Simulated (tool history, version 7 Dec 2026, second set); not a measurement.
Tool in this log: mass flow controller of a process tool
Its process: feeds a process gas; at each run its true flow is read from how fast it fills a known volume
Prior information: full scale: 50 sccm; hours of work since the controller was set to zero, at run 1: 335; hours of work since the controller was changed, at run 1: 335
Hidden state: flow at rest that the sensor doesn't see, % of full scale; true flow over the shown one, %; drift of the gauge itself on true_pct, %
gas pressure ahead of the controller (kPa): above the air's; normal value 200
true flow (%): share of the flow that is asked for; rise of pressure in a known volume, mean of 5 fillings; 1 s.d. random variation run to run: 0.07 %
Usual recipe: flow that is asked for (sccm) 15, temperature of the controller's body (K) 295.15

run    hour  flow that is asked for (sccm)  gas pressure ahead of the controller (kPa)  temperature of the controller's body (K)  hours of work since the controller was set to zero  hours of work since the controller was changed  true flow (%)
  1     0.0                             15                                         200                                    295.15                                                 335                                             335          98.27
  2    54.6                             15                                         200                                    295.15                                                 354                                             354          98.40
  3   132.2                             15                                         200                                    295.15                                                 381                                             381          98.45
  4   180.1                             15                                         200                                    299.15                                                 398                                             398          98.75
  5   243.6                             15                                         200                                    299.15                                                 420                                             420          98.79
  6   320.6                             15                                         200                                    295.15                                                 446                                             446          98.46
  7   372.6                             15                                         200                                    295.15                                                 464                                             464          98.47
  8   434.5                             15                                         147                                    295.15                                                 486                                             486          98.33
  9   506.1                             15                                         147                                    295.15                                                 510                                             510          98.38
 10   566.3                             15                                         147                                    295.15                                                 531                                             531          98.40
 11   615.0                             15                                         147                                    295.15                                                 548                                             548          98.39
 12   686.9                             15                                         147                                    295.15                                                 573                                             573          98.51
 13   767.6                             15                                         147                                    295.15                                                 601                                             601          98.41
 14   835.5                             15                                         147                                    295.15                                                 625                                             625          98.41
 15   911.3                             15                                         147                                    295.15                                                 651                                             651          98.49
 16   961.9                             15                                         147                                    295.15                                                 668                                             668          98.65
 17  1025.2                             15                                         147                                    295.15                                                 690                                             690          98.50
 18  1081.3                              9                                         200                                    295.15                                                 710                                             710          98.64
 19  1125.1                              9                                         200                                    295.15                                                 725                                             725          98.62
 20  1173.8                              9                                         200                                    295.15                                                 742                                             742          98.60
 21  1237.7                              9                                         200                                    295.15                                                 764                                             764          98.60
 22  1276.4                              9                                         147                                    295.15                                                 777                                             777          98.51
 23  1309.2                             15                                         200                                    295.15                                                 789                                             789          98.71
 24  1363.4                             15                                         200                                    295.15                                                 808                                             808          98.67
 25  1421.3                             23                                         229                                    295.15                                                 828                                             828          99.13
 26  1495.7                             23                                         229                                    295.15                                                 853                                             853          99.32
 27  1537.5                              6                                         229                                    295.15                                                 868                                             868          98.91
 28  1600.4                              6                                         229                                    295.15                                                 890                                             890          98.85
 29  1657.9                              8                                         216                                    300.15                                                 910                                             910          99.24
 30  1704.3                             31                                         208                                    310.15                                                 926                                             926         100.43
 31  1774.8                             31                                         208                                    310.15                                                 950                                             950         100.69
 32  1819.1                             31                                         208                                    310.15                                                 965                                             965         100.50
 33  1867.3                             48                                         152                                    311.15                                                 982                                             982         101.42
 34  1945.5                             22                                         152                                    294.15                                                1009                                            1009          98.90
 35  1995.8                             22                                         198                                    310.15                                                1027                                            1027         100.18
 36  2070.7                             46                                         206                                    308.15                                                1053                                            1053         101.22
 37  2114.7                              8                                         200                                    302.15                                                1068                                            1068          99.33
 38  2154.9                              8                                         200                                    302.15                                                1082                                            1082          99.44
 39  2202.0                              6                                         244                                    310.15                                                1098                                            1098         100.20
 40  2248.5                              7                                         244                                    310.15                                                1114                                            1114         100.28
 41  2326.9                             11                                         169                                    310.15                                                1141                                            1141          99.98
 42  2395.9                              9                                         169                                    310.15                                                1165                                            1165          99.85
 43  2445.1                             14                                         169                                    294.15                                                1182                                            1182          98.84
 44  2512.9                             14                                         226                                    306.15                                                1206                                            1206          99.80
 45  2558.5                             14                                         226                                    299.15                                                1222                                            1222          99.25
 46  2613.2                             14                                         226                                    299.15                                                1240                                            1240          99.54
 47  2671.1                             12                                         148                                    301.15                                                1261                                            1261          99.28
 48  2738.8                             12                                         146                                    301.15                                                1284                                            1284          99.31

Some steps in true flow (%) between neighbouring runs. How much of each would the tool show without its hidden state too (settings, what came in, random variation), and how much is left for the hidden state, with any gauge scatter that isn't in both results?
Run 26 -> 27: flow that is asked for (sccm) 23 -> 6. true flow (%) -0.41: hidden state +0.56, all else -0.97.
Run 29 -> 30: flow that is asked for (sccm) 8 -> 31, gas pressure ahead of the controller (kPa) 216 -> 208, temperature of the controller's body (K) 300.15 -> 310.15. true flow (%) +1.19: hidden state -0.42, all else +1.61.
Run 33 -> 34: flow that is asked for (sccm) 48 -> 22, temperature of the controller's body (K) 311.15 -> 294.15. true flow (%) -2.52: hidden state +0.13, all else -2.65.
Run 34 -> 35: gas pressure ahead of the controller (kPa) 152 -> 198, temperature of the controller's body (K) 294.15 -> 310.15. true flow (%) +1.28: hidden state +0.02, all else +1.26.
Run 36 -> 37: flow that is asked for (sccm) 46 -> 8, gas pressure ahead of the controller (kPa) 206 -> 200, temperature of the controller's body (K) 308.15 -> 302.15. true flow (%) -1.89: hidden state +0.54, all else -2.43.
